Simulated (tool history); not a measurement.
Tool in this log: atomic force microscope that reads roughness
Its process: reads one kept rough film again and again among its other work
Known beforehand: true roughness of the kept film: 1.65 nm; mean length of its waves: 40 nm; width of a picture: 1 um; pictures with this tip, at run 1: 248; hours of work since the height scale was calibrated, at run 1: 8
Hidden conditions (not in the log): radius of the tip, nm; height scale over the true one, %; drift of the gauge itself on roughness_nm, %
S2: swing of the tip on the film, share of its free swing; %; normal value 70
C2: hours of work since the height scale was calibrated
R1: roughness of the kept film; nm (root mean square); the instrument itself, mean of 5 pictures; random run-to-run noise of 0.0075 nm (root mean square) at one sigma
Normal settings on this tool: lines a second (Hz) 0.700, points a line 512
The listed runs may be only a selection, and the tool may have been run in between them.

run 1 hour=0.0 | lines_a_second_(Hz)=0.700 S2=70 points_a_line=512 | pictures_with_this_tip=248 C2=8 | R1=1.518
run 2 hour=17.7 | lines_a_second_(Hz)=0.700 S2=70 points_a_line=512 | pictures_with_this_tip=286 C2=19 | R1=1.524
run 3 hour=32.0 | lines_a_second_(Hz)=0.700 S2=70 points_a_line=512 | pictures_with_this_tip=316 C2=29 | R1=1.524
run 4 hour=45.9 | lines_a_second_(Hz)=0.700 S2=70 points_a_line=512 | pictures_with_this_tip=346 C2=38 | R1=1.506
-- hour=71.5 new tip fitted
run 5 hour=71.8 | lines_a_second_(Hz)=0.700 S2=70 points_a_line=393 | pictures_with_this_tip=0 C2=55 | R1=1.566
run 6 hour=92.4 | lines_a_second_(Hz)=0.700 S2=70 points_a_line=393 | pictures_with_this_tip=44 C2=68 | R1=1.540
run 7 hour=114.4 | lines_a_second_(Hz)=0.700 S2=70 points_a_line=393 | pictures_with_this_tip=91 C2=83 | R1=1.532
run 8 hour=129.6 | lines_a_second_(Hz)=0.700 S2=70 points_a_line=512 | pictures_with_this_tip=123 C2=92 | R1=1.534
run 9 hour=151.8 | lines_a_second_(Hz)=0.700 S2=70 points_a_line=512 | pictures_with_this_tip=170 C2=107 | R1=1.528
run 10 hour=173.2 | lines_a_second_(Hz)=0.700 S2=70 points_a_line=512 | pictures_with_this_tip=215 C2=121 | R1=1.514
run 11 hour=184.7 | lines_a_second_(Hz)=3.655 S2=70 points_a_line=512 | pictures_with_this_tip=240 C2=129 | R1=1.370
run 12 hour=208.7 | lines_a_second_(Hz)=3.655 S2=70 points_a_line=512 | pictures_with_this_tip=291 C2=144 | R1=1.355
run 13 hour=227.4 | lines_a_second_(Hz)=3.655 S2=70 points_a_line=512 | pictures_with_this_tip=330 C2=157 | R1=1.354
run 14 hour=254.2 | lines_a_second_(Hz)=0.700 S2=70 points_a_line=512 | pictures_with_this_tip=387 C2=174 | R1=1.477
-- hour=261.2 new tip fitted
run 15 hour=279.8 | lines_a_second_(Hz)=0.700 S2=70 points_a_line=512 | pictures_with_this_tip=40 C2=191 | R1=1.539
run 16 hour=294.9 | lines_a_second_(Hz)=0.641 S2=70 points_a_line=512 | pictures_with_this_tip=72 C2=201 | R1=1.553
run 17 hour=308.8 | lines_a_second_(Hz)=0.700 S2=70 points_a_line=512 | pictures_with_this_tip=101 C2=210 | R1=1.541
run 18 hour=330.6 | lines_a_second_(Hz)=0.700 S2=70 points_a_line=512 | pictures_with_this_tip=147 C2=224 | R1=1.529
run 19 hour=349.6 | lines_a_second_(Hz)=0.700 S2=70 points_a_line=512 | pictures_with_this_tip=188 C2=237 | R1=1.536
run 20 hour=367.7 | lines_a_second_(Hz)=0.700 S2=70 points_a_line=512 | pictures_with_this_tip=226 C2=248 | R1=1.521
run 21 hour=392.1 | lines_a_second_(Hz)=0.700 S2=70 points_a_line=512 | pictures_with_this_tip=278 C2=265 | R1=1.509
run 22 hour=403.5 | lines_a_second_(Hz)=0.700 S2=70 points_a_line=512 | pictures_with_this_tip=302 C2=272 | R1=1.492
run 23 hour=420.0 | lines_a_second_(Hz)=0.700 S2=70 points_a_line=382 | pictures_with_this_tip=337 C2=283 | R1=1.496
run 24 hour=438.6 | lines_a_second_(Hz)=0.700 S2=70 points_a_line=382 | pictures_with_this_tip=376 C2=295 | R1=1.488
-- hour=449.6 new tip fitted
run 25 hour=452.9 | lines_a_second_(Hz)=0.700 S2=70 points_a_line=558 | pictures_with_this_tip=7 C2=304 | R1=1.564
run 26 hour=474.3 | lines_a_second_(Hz)=0.700 S2=70 points_a_line=459 | pictures_with_this_tip=53 C2=318 | R1=1.551
run 27 hour=487.5 | lines_a_second_(Hz)=0.700 S2=70 points_a_line=459 | pictures_with_this_tip=81 C2=327 | R1=1.537
run 28 hour=512.2 | lines_a_second_(Hz)=0.700 S2=70 points_a_line=459 | pictures_with_this_tip=133 C2=343 | R1=1.534
-- hour=515.7 height scale calibrated on a step standard
run 29 hour=528.1 | lines_a_second_(Hz)=0.700 S2=70 points_a_line=459 | pictures_with_this_tip=165 C2=8 | R1=1.529
run 30 hour=545.8 | lines_a_second_(Hz)=0.700 S2=70 points_a_line=459 | pictures_with_this_tip=202 C2=20 | R1=1.522
run 31 hour=558.9 | lines_a_second_(Hz)=0.700 S2=59 points_a_line=459 | pictures_with_this_tip=230 C2=28 | R1=1.518
run 32 hour=576.8 | lines_a_second_(Hz)=1.103 S2=59 points_a_line=431 | pictures_with_this_tip=268 C2=40 | R1=1.511
run 33 hour=601.2 | lines_a_second_(Hz)=0.559 S2=90 points_a_line=431 | pictures_with_this_tip=319 C2=56 | R1=1.438
run 34 hour=625.0 | lines_a_second_(Hz)=0.559 S2=90 points_a_line=431 | pictures_with_this_tip=370 C2=72 | R1=1.436
-- hour=639.4 new tip fitted
run 35 hour=647.1 | lines_a_second_(Hz)=0.700 S2=70 points_a_line=474 | pictures_with_this_tip=17 C2=86 | R1=1.542
-- hour=658.4 height scale calibrated on a step standard, once more
run 36 hour=671.0 | lines_a_second_(Hz)=1.045 S2=70 points_a_line=345 | pictures_with_this_tip=65 C2=8 | R1=1.524
run 37 hour=695.0 | lines_a_second_(Hz)=1.918 S2=69 points_a_line=512 | pictures_with_this_tip=116 C2=24 | R1=1.483
run 38 hour=706.2 | lines_a_second_(Hz)=0.700 S2=70 points_a_line=271 | pictures_with_this_tip=140 C2=31 | R1=1.535
run 39 hour=728.7 | lines_a_second_(Hz)=1.478 S2=55 points_a_line=271 | pictures_with_this_tip=187 C2=46 | R1=1.515
run 40 hour=743.2 | lines_a_second_(Hz)=1.478 S2=68 points_a_line=324 | pictures_with_this_tip=218 C2=56 | R1=1.474
run 41 hour=766.0 | lines_a_second_(Hz)=1.478 S2=68 points_a_line=324 | pictures_with_this_tip=266 C2=71 | R1=1.462
run 42 hour=790.2 | lines_a_second_(Hz)=1.429 S2=68 points_a_line=742 | pictures_with_this_tip=318 C2=87 | R1=1.470
run 43 hour=808.6 | lines_a_second_(Hz)=1.035 S2=68 points_a_line=861 | pictures_with_this_tip=357 C2=99 | R1=1.483
-- hour=828.8 new tip fitted
run 44 hour=832.8 | lines_a_second_(Hz)=3.797 S2=60 points_a_line=861 | pictures_with_this_tip=9 C2=114 | R1=1.476
run 45 hour=853.2 | lines_a_second_(Hz)=0.864 S2=76 points_a_line=512 | pictures_with_this_tip=52 C2=128 | R1=1.521
run 46 hour=876.6 | lines_a_second_(Hz)=0.864 S2=76 points_a_line=512 | pictures_with_this_tip=101 C2=143 | R1=1.506
run 47 hour=896.4 | lines_a_second_(Hz)=1.819 S2=82 points_a_line=485 | pictures_with_this_tip=143 C2=156 | R1=1.392
run 48 hour=917.3 | lines_a_second_(Hz)=1.819 S2=82 points_a_line=485 | pictures_with_this_tip=188 C2=170 | R1=1.381
run 49 hour=934.8 | lines_a_second_(Hz)=2.935 S2=82 points_a_line=292 | pictures_with_this_tip=225 C2=181 | R1=1.279
run 50 hour=957.8 | lines_a_second_(Hz)=1.150 S2=73 points_a_line=851 | pictures_with_this_tip=273 C2=196 | R1=1.471
run 51 hour=985.2 | lines_a_second_(Hz)=1.150 S2=73 points_a_line=851 | pictures_with_this_tip=331 C2=214 | R1=1.465

Per-run results on a tool with no hidden state, each run keeping its own random variation:
run=1 R1=1.564
run=2 R1=1.579
run=3 R1=1.586
run=4 R1=1.574
run=5 R1=1.566
run=6 R1=1.551
run=7 R1=1.553
run=8 R1=1.564
run=9 R1=1.568
run=10 R1=1.565
run=11 R1=1.421
run=12 R1=1.416
run=13 R1=1.421
run=14 R1=1.564
run=15 R1=1.554
run=16 R1=1.575
run=17 R1=1.569
run=18 R1=1.568
run=19 R1=1.584
run=20 R1=1.576
run=21 R1=1.576
run=22 R1=1.563
run=23 R1=1.575
run=24 R1=1.575
run=25 R1=1.573
run=26 R1=1.570
run=27 R1=1.562
run=28 R1=1.571
run=29 R1=1.574
run=30 R1=1.575
run=31 R1=1.577
run=32 R1=1.578
run=33 R1=1.513
run=34 R1=1.523
run=35 R1=1.558
run=36 R1=1.540
run=37 R1=1.509
run=38 R1=1.568
run=39 R1=1.558
run=40 R1=1.521
run=41 R1=1.519
run=42 R1=1.540
run=43 R1=1.562
run=44 R1=1.484
run=45 R1=1.540
run=46 R1=1.535
run=47 R1=1.428
run=48 R1=1.426
run=49 R1=1.328
run=50 R1=1.539
run=51 R1=1.545
